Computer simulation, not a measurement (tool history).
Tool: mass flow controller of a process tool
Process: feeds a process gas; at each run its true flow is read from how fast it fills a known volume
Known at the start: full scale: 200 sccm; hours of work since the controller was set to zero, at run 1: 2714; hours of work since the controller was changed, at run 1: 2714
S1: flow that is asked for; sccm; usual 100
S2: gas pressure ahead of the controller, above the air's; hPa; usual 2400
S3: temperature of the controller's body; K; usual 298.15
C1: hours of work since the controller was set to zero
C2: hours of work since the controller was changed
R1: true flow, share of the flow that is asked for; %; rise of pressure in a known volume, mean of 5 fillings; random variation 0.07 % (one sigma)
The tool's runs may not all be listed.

run      day   S1    S2      S3    C1    C2      R1
  1        0  100  2400  298.15  2714  2714   99.19
  2    6.029  100  2400  298.15  2822  2822   99.08
  3   11.212  100  2400  298.15  2915  2915   99.11
  4   17.529  100  2400  298.15  3029  3029   99.29
  5   23.183  100  2400  298.15  3131  3131   99.18
  6   29.904  100  2400  298.15  3252  3252   99.17
  7   36.775  100  2400  298.15  3375  3375   99.21
  8   45.467  100  2400  298.15  3532  3532   99.14
  9   50.921   21  2400  298.15  3630  3630    95.9
 10   58.417   21  2400  298.15  3765  3765   95.71
 11   65.654   21  2400  298.15  3895  3895   95.57
      66.033  -- controller's zero set anew
 12   69.979   21  2400  298.15    71  3973   94.42
 13   74.812   21  2400  298.15   158  4060   94.36
 14   81.438   21  2400  298.15   277  4179   94.42
 15   86.658   25  1420  296.15   371  4273   94.17
      91.475  -- controller's zero set anew, once more
 16   95.171   25  1420  296.15    67  4426   97.92
 17  103.704   84  1800  295.15   220  4579   99.18
 18  108.825  167  1800  295.15   312  4671  100.19
 19  114.133  127  1800  298.15   408  4767  100.04
 20  120.179  151  1710  306.15   517  4876   100.9
 21  127.538   44  2400  298.15   649  5008   99.05
 22  133.021   44  2600  298.15   748  5107   99.29
 23  136.692   29  2630  307.15   814  5173   99.75
 24  144.517   29  2630  307.15   955  5314   99.74
 25  150.783   29  2790  305.15  1067  5427   99.64
 26  156.454  114  1570  311.15  1169  5529  101.03
 27  164.204  114  1570  311.15  1309  5668  100.95
 28  168.154  100  1700  300.15  1380  5739   99.79

5 ways to go on from here, each from the tool as it stands after run 28. What would each give?
  A  173.296  100  2490  300.15  1473  5832   ?
  B  173.296  100  2330  298.15  1473  5832   ?
  C  173.296  100  2040  296.15  1473  5832   ?
  D  173.296  100  1680  300.15  1473  5832   ?
  E  173.296  100  1700  295.15  1473  5832   ?

run      R1
  A  100.42
  B  100.17
  C   99.75
  D   99.92
  E   99.41
Without the tool's hidden state the same runs would have given:
run     R1
  A  99.33
  B  99.08
  C  98.66
  D  98.83
  E  98.32
